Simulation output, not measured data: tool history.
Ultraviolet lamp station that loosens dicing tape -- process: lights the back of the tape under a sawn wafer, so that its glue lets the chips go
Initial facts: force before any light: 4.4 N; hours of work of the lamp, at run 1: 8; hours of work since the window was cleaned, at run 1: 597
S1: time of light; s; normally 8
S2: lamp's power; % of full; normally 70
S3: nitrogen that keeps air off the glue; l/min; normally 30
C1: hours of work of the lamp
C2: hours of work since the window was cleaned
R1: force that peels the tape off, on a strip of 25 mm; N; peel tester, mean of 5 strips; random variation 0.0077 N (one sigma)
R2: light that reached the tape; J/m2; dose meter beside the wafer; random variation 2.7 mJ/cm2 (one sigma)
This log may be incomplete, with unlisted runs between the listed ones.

| run | hour | S1 | S2 | S3 | C1 | C2 | R1 | R2 |
|---|---|---|---|---|---|---|---|---|
| 1 | 0.0 | 8 | 70 | 30 | 8 | 597 | 0.317 | 3400 |
| 2 | 4.2 | 8 | 70 | 30 | 11 | 600 | 0.308 | 3420 |
| 3 | 10.9 | 8 | 70 | 30 | 16 | 605 | 0.314 | 3410 |
| 4 | 18.3 | 8 | 70 | 30 | 22 | 611 | 0.308 | 3430 |
| 5 | 24.4 | 8 | 70 | 30 | 26 | 616 | 0.319 | 3380 |
| 6 | 28.9 | 8 | 70 | 30 | 30 | 619 | 0.333 | 3450 |
| 7 | 37.3 | 8 | 70 | 27 | 36 | 626 | 0.336 | 3430 |
| 8 | 42.0 | 8 | 70 | 30 | 40 | 629 | 0.336 | 3390 |
| 9 | 51.7 | 8 | 80 | 30 | 47 | 637 | 0.283 | 3880 |
| 10 | 59.8 | 12 | 70 | 30 | 54 | 643 | 0.240 | 5120 |
| 11 | 66.4 | 12 | 70 | 30 | 59 | 648 | 0.251 | 5110 |
| 12 | 70.5 | 16 | 70 | 30 | 62 | 651 | 0.234 | 6760 |
| 13 | 75.3 | 16 | 70 | 30 | 65 | 655 | 0.244 | 6820 |
| 14 | 83.4 | 16 | 70 | 30 | 72 | 661 | 0.242 | 6810 |
| 15 | 89.2 | 16 | 70 | 30 | 76 | 665 | 0.246 | 6740 |
| 16 | 96.2 | 16 | 70 | 30 | 81 | 671 | 0.243 | 6820 |
| 17 | 101.0 | 8 | 70 | 30 | 85 | 675 | 0.330 | 3400 |
| 18 | 110.8 | 8 | 61 | 30 | 93 | 682 | 0.374 | 2930 |
| 19 | 116.4 | 8 | 61 | 30 | 97 | 686 | 0.386 | 2920 |
|  | 122.3 | window cleaned of glue's vapour |
| 20 | 126.5 | 8 | 61 | 30 | 104 | 3 | 0.402 | 2770 |
| 21 | 134.1 | 8 | 70 | 10 | 110 | 9 | 0.568 | 3200 |
| 22 | 140.3 | 8 | 70 | 22 | 115 | 14 | 0.391 | 3210 |
| 23 | 146.6 | 6 | 70 | 10 | 120 | 19 | 0.940 | 2410 |
| 24 | 152.5 | 14 | 82 | 42 | 124 | 23 | 0.231 | 6610 |
| 25 | 162.2 | 14 | 82 | 42 | 132 | 31 | 0.242 | 6540 |
|  | 165.3 | window cleaned of glue's vapour, once more |
| 26 | 172.4 | 11 | 78 | 42 | 139 | 5 | 0.248 | 5550 |
| 27 | 181.5 | 4 | 91 | 42 | 146 | 12 | 0.432 | 2310 |
| 28 | 188.9 | 11 | 93 | 27 | 152 | 18 | 0.246 | 6530 |
| 29 | 197.1 | 11 | 75 | 52 | 158 | 24 | 0.242 | 5270 |
| 30 | 204.0 | 10 | 75 | 52 | 163 | 30 | 0.257 | 4790 |
| 31 | 211.4 | 6 | 70 | 12 | 169 | 35 | 0.691 | 2660 |
| 32 | 218.3 | 8 | 70 | 45 | 174 | 41 | 0.266 | 3550 |
| 33 | 228.1 | 8 | 70 | 45 | 182 | 48 | 0.280 | 3610 |
| 34 | 236.0 | 8 | 83 | 27 | 188 | 54 | 0.275 | 4220 |
| 35 | 245.6 | 8 | 64 | 36 | 195 | 62 | 0.312 | 3260 |
| 36 | 253.1 | 5 | 62 | 36 | 201 | 67 | 0.607 | 1950 |
| 37 | 259.0 | 7 | 67 | 43 | 206 | 72 | 0.319 | 2950 |
| 38 | 263.9 | 5 | 75 | 37 | 209 | 76 | 0.443 | 2380 |
| 39 | 268.7 | 5 | 75 | 37 | 213 | 79 | 0.466 | 2330 |
| 40 | 272.8 | 5 | 93 | 28 | 216 | 82 | 0.388 | 2950 |
| 41 | 279.4 | 5 | 93 | 28 | 221 | 87 | 0.388 | 2930 |
| 42 | 284.2 | 5 | 93 | 28 | 225 | 91 | 0.387 | 2960 |

A few steps of R1 between consecutive runs. Split each: what settings, incoming material and random variation would produce without the hidden state, and what is left over for the hidden state, along with gauge scatter present in only one of the two compared results (measured, and without hidden state):
The hidden state here: lamp's light, % of a new lamp's; light that the window lets through, % of a clean one's; drift of the gauge itself on peel_n, %; drift of the gauge itself on dose_mj_cm2, %.
Run 21 -> 22: S3 10 -> 22. R1 -0.177 N: hidden state -0.049, all else -0.128.
Run 22 -> 23: S1 8 -> 6, S3 22 -> 10. R1 +0.549 N: hidden state +0.118, all else +0.431.
Run 23 -> 24: S1 6 -> 14, S2 70 -> 82, S3 10 -> 42. R1 -0.709 N: hidden state -0.181, all else -0.528.
Run 30 -> 31: S1 10 -> 6, S2 75 -> 70, S3 52 -> 12. R1 +0.434 N: hidden state +0.041, all else +0.393.
